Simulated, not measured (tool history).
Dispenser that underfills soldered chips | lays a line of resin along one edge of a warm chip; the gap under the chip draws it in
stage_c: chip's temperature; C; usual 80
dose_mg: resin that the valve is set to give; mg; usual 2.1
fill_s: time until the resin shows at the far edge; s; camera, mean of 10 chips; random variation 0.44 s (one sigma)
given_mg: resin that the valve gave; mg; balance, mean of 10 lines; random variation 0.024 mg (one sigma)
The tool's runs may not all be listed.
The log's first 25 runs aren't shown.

run	hour	stage_c	dose_mg	fill_s	given_mg
# hour 240.9: new syringe of resin
26	241.2	74	1.96	46.9	1.87
27	247	90	1.95	29.2	1.89
# hour 252.4: stage's temperature calibrated
# hour 254.9: new syringe of resin
28	255.3	66	2.44	62.3	2.31
29	266.7	80	2.03	53.4	1.92
# hour 268.8: new syringe of resin
30	272.7	80	2.03	38.8	1.88
31	281.2	82	2.33	48.2	2.13
# hour 282.7: new syringe of resin
32	287.1	78	2.61	41	2.43
# hour 295.4: new syringe of resin
33	296.5	71	2.02	52.2	1.89
34	307.2	71	1.98	79.8	1.79
# hour 308.7: new syringe of resin
35	319.7	89	2.41	33.3	2.22

Forecast each of these 3 alternatives for the next run:
# hour 321.9: new syringe of resin
A	333.9	76	2.41	?	?
# hour 321.9: new syringe of resin
B	333.9	78	1.83	?	?
# hour 321.9: new syringe of resin
C	333.9	67	2.5	?	?

run	fill_s	given_mg
A	62.8	2.16
B	63.4	1.64
C	94.6	2.25
Without the tool's hidden state the same runs would have given:
run	fill_s	given_mg
A	37	2.41
B	36.2	1.83
C	55.8	2.51
